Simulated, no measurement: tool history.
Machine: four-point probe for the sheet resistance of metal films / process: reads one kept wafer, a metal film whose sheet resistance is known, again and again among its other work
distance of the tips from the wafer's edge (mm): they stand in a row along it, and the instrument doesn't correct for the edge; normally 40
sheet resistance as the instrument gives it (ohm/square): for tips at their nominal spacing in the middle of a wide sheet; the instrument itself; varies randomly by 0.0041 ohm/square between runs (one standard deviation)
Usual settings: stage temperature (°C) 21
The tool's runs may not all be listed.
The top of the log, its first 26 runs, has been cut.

| run | hour | stage temperature (°C) | distance of the tips from the wafer's edge (mm) | sheet resistance as the instrument gives it (ohm/square) |
|---|---|---|---|---|
| 27 | 440.7 | 20 | 28 | 20.352322 |
| 28 | 450.4 | 20 | 28 | 20.349405 |
| 29 | 461.2 | 19 | 12 | 20.401264 |
| 30 | 479.4 | 19 | 12 | 20.411818 |
| 31 | 491.2 | 19 | 14 | 20.400028 |
| 32 | 503.9 | 19 | 14 | 20.393215 |
| 33 | 523.7 | 19 | 14 | 20.400318 |
| 34 | 543.4 | 26 | 22 | 20.172383 |
| 35 | 559.1 | 21 | 10 | 20.367513 |
| 36 | 579.5 | 21 | 10 | 20.366455 |

5 options for the next run, each taken on its own from the tool as it stands now. Forecast them:
| A | 594.9 | 28 | 6 | ? |
| B | 594.9 | 26 | 40 | ? |
| C | 594.9 | 23 | 47 | ? |
| D | 594.9 | 33 | 20 | ? |
| E | 594.9 | 24 | 64 | ? |

| run | sheet resistance as the instrument gives it (ohm/square) |
|---|---|
| A | 20.227435 |
| B | 20.173846 |
| C | 20.258794 |
| D | 19.975035 |
| E | 20.232052 |
The same runs, with their run-to-run variation unchanged, on a tool lacking any hidden condition would have given:
| run | sheet resistance as the instrument gives it (ohm/square) |
|---|---|
| A | 20.254176 |
| B | 20.200533 |
| C | 20.285601 |
| D | 20.001440 |
| E | 20.258821 |

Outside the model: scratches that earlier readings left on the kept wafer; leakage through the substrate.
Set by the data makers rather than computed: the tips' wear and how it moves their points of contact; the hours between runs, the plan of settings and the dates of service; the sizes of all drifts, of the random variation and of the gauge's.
